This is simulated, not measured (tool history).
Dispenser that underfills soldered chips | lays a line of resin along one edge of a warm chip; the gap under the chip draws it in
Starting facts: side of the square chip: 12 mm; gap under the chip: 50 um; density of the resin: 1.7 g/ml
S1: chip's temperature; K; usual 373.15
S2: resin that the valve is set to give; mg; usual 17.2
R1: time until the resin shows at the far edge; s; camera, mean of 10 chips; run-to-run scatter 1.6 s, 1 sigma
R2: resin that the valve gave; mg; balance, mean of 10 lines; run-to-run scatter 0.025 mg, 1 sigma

run	day	S1	S2	R1	R2
1	0	373.15	17.2	237.4	16.97
2	0.333	373.15	17.2	172.8	16.92
3	0.729	373.15	17.2	344.1	16.9
4	1.067	373.15	17.2	262.2	16.86
5	1.529	373.15	18.1	218.6	17.87
6	1.721	373.15	18.1	307.3	17.93
7	1.962	373.15	18.1	199.7	17.91
8	2.25	373.15	18.1	324.4	17.9
9	2.542	373.15	15.2	237.1	15.01
10	2.908	373.15	15.2	184.3	14.9
11	3.117	373.15	15.2	273.5	14.94
12	3.3	373.15	15.2	376	14.92
13	3.55	373.15	15.2	232.1	14.86
14	3.817	369.15	17.2	403.6	16.83
15	4.133	369.15	17.2	283.5	16.8
16	4.575	369.15	17.2	247.4	17.14
17	4.912	369.15	17.2	184.3	17.11
18	5.092	380.15	21.8	184	21.66
19	5.312	380.15	21.8	269.9	21.6
20	5.496	386.15	16.6	139.6	16.48
21	5.788	386.15	22	221.6	21.78
22	6.021	377.15	22	173.6	21.74
23	6.229	366.15	15.5	349.6	15.3
24	6.588	360.15	18.9	315.2	18.64
25	6.917	360.15	18.9	238.1	18.58
26	7.3	378.15	15	301.9	14.74
27	7.562	364.15	19.5	260.2	19.04
28	7.967	383.15	19.1	130	19.11
29	8.329	383.15	19.1	241.7	19.07
30	8.55	383.15	17.4	151.5	17.32
31	8.929	364.15	17.2	474.7	17.11
32	9.225	380.15	17.7	217.8	17.52
33	9.533	379.15	15.5	164.9	15.34
34	9.967	373.15	22.1	161.4	21.83

Between the runs listed above, the log contained 23 entries, not reproduced here. Where in the sequence does each belong, and how does what the log doesn't record of the tool's condition differ from the listed run before to the listed run after?
After run 1, before run 2: new syringe of resin (day 0.296)
  resin's viscosity, % of fresh resin's: 145.2 -> 106.7; dose that the valve gives, % of what is set: 98.68 -> 98.47; true chip temperature over the reading, C: -0.58 -> -0.61
  measured less the result without the state, R1: +77 -> +14 s; R2: -0.22 -> -0.27 mg
After run 3, before run 4: new syringe of resin (day 0.792)
  resin's viscosity, % of fresh resin's: 210.5 -> 158.5; dose that the valve gives, % of what is set: 98.21 -> 97.99; true chip temperature over the reading, C: -0.65 -> -0.69
  measured less the result without the state, R1: +183.8 -> +100.5 s; R2: -0.3 -> -0.34 mg
After run 4, before run 5: dispensing valve cleaned and set on the balance (day 1.133); new syringe of resin (day 1.346)
  resin's viscosity, % of fresh resin's: 158.5 -> 136.1; dose that the valve gives, % of what is set: 97.99 -> 99.23; true chip temperature over the reading, C: -0.69 -> -0.74
  measured less the result without the state, R1: +100.5 -> +61.2 s; R2: -0.34 -> -0.14 mg
After run 6, before run 7: new syringe of resin (day 1.842)
  resin's viscosity, % of fresh resin's: 189.2 -> 121.7; dose that the valve gives, % of what is set: 99.09 -> 98.96; true chip temperature over the reading, C: -0.76 -> -0.79
  measured less the result without the state, R1: +148.3 -> +39.2 s; R2: -0.16 -> -0.19 mg
After run 8, before run 9: new syringe of resin (day 2.346)
  resin's viscosity, % of fresh resin's: 199.1 -> 137.9; dose that the valve gives, % of what is set: 98.77 -> 98.59; true chip temperature over the reading, C: -0.82 -> -0.85
  measured less the result without the state, R1: +165.6 -> +69.8 s; R2: -0.22 -> -0.21 mg
After run 9, before run 10: new syringe of resin (day 2.854)
  resin's viscosity, % of fresh resin's: 137.9 -> 109.3; dose that the valve gives, % of what is set: 98.59 -> 98.37; true chip temperature over the reading, C: -0.85 -> -0.89
  measured less the result without the state, R1: +69.8 -> +20.6 s; R2: -0.21 -> -0.25 mg
After run 12, before run 13: new syringe of resin (day 3.375)
  resin's viscosity, % of fresh resin's: 214 -> 136.1; dose that the valve gives, % of what is set: 98.11 -> 97.96; true chip temperature over the reading, C: -0.93 -> -0.96
  measured less the result without the state, R1: +205.4 -> +67.1 s; R2: -0.29 -> -0.31 mg
After run 14, before run 15: new syringe of resin (day 3.867)
  resin's viscosity, % of fresh resin's: 215.7 -> 154.7; dose that the valve gives, % of what is set: 97.77 -> 97.58; true chip temperature over the reading, C: -0.99 -> -1.02
  measured less the result without the state, R1: +222.1 -> +106.2 s; R2: -0.38 -> -0.42 mg
After run 15, before run 16: new syringe of resin (day 4.367); dispensing valve cleaned and set on the balance (day 4.467)
  resin's viscosity, % of fresh resin's: 154.7 -> 134; dose that the valve gives, % of what is set: 97.58 -> 99.8; true chip temperature over the reading, C: -1.02 -> -1.07
  measured less the result without the state, R1: +106.2 -> +68.1 s; R2: -0.42 -> -0.04 mg
After run 16, before run 17: new syringe of resin (day 4.912)
  resin's viscosity, % of fresh resin's: 134 -> 100.5; dose that the valve gives, % of what is set: 99.8 -> 99.59; true chip temperature over the reading, C: -1.07 -> -1.11
  measured less the result without the state, R1: +68.1 -> +6.5 s; R2: -0.04 -> -0.07 mg
After run 19, before run 20: new syringe of resin (day 5.417)
  resin's viscosity, % of fresh resin's: 199.7 -> 116.3; dose that the valve gives, % of what is set: 99.34 -> 99.22; true chip temperature over the reading, C: -1.15 -> -1.17
  measured less the result without the state, R1: +138.5 -> +23.2 s; R2: -0.14 -> -0.13 mg
After run 21, before run 22: new syringe of resin (day 5.904)
  resin's viscosity, % of fresh resin's: 192.3 -> 119.5; dose that the valve gives, % of what is set: 99.04 -> 98.9; true chip temperature over the reading, C: -1.21 -> -1.23
  measured less the result without the state, R1: +109.6 -> +32.9 s; R2: -0.21 -> -0.24 mg
After run 23, before run 24: new syringe of resin (day 6.404)
  resin's viscosity, % of fresh resin's: 170.9 -> 135.8; dose that the valve gives, % of what is set: 98.76 -> 98.53; true chip temperature over the reading, C: -1.25 -> -1.29
  measured less the result without the state, R1: +152.7 -> +91.5 s; R2: -0.19 -> -0.28 mg
After run 24, before run 25: new syringe of resin (day 6.917)
  resin's viscosity, % of fresh resin's: 135.8 -> 101.3; dose that the valve gives, % of what is set: 98.53 -> 98.32; true chip temperature over the reading, C: -1.29 -> -1.32
  measured less the result without the state, R1: +91.5 -> +12.2 s; R2: -0.28 -> -0.32 mg
After run 26, before run 27: new syringe of resin (day 7.429)
  resin's viscosity, % of fresh resin's: 195.4 -> 126.1; dose that the valve gives, % of what is set: 98.08 -> 97.92; true chip temperature over the reading, C: -1.37 -> -1.4
  measured less the result without the state, R1: +154 -> +62.1 s; R2: -0.29 -> -0.41 mg
After run 27, before run 28: dispensing valve cleaned and set on the balance (day 7.783); new syringe of resin (day 7.962)
  resin's viscosity, % of fresh resin's: 126.1 -> 102.2; dose that the valve gives, % of what is set: 97.92 -> 100.04; true chip temperature over the reading, C: -1.4 -> -1.44
  measured less the result without the state, R1: +62.1 -> +7.2 s; R2: -0.41 -> +0 mg
After run 29, before run 30: new syringe of resin (day 8.467)
  resin's viscosity, % of fresh resin's: 189.5 -> 116.5; dose that the valve gives, % of what is set: 99.79 -> 99.65; true chip temperature over the reading, C: -1.48 -> -1.5
  measured less the result without the state, R1: +118.9 -> +26.3 s; R2: -0.04 -> -0.07 mg
After run 31, before run 32: new syringe of resin (day 8.971)
  resin's viscosity, % of fresh resin's: 221.8 -> 157.8; dose that the valve gives, % of what is set: 99.39 -> 99.21; true chip temperature over the reading, C: -1.55 -> -1.58
  measured less the result without the state, R1: +269.9 -> +85.4 s; R2: -0.1 -> -0.14 mg
After run 32, before run 33: new syringe of resin (day 9.471)
  resin's viscosity, % of fresh resin's: 157.8 -> 111.1; dose that the valve gives, % of what is set: 99.21 -> 99.02; true chip temperature over the reading, C: -1.58 -> -1.61
  measured less the result without the state, R1: +85.4 -> +22.9 s; R2: -0.14 -> -0.15 mg
After run 33, before run 34: new syringe of resin (day 9.967)
  resin's viscosity, % of fresh resin's: 111.1 -> 99.8; dose that the valve gives, % of what is set: 99.02 -> 98.71; true chip temperature over the reading, C: -1.61 -> -1.66
  measured less the result without the state, R1: +22.9 -> +6.6 s; R2: -0.15 -> -0.29 mg

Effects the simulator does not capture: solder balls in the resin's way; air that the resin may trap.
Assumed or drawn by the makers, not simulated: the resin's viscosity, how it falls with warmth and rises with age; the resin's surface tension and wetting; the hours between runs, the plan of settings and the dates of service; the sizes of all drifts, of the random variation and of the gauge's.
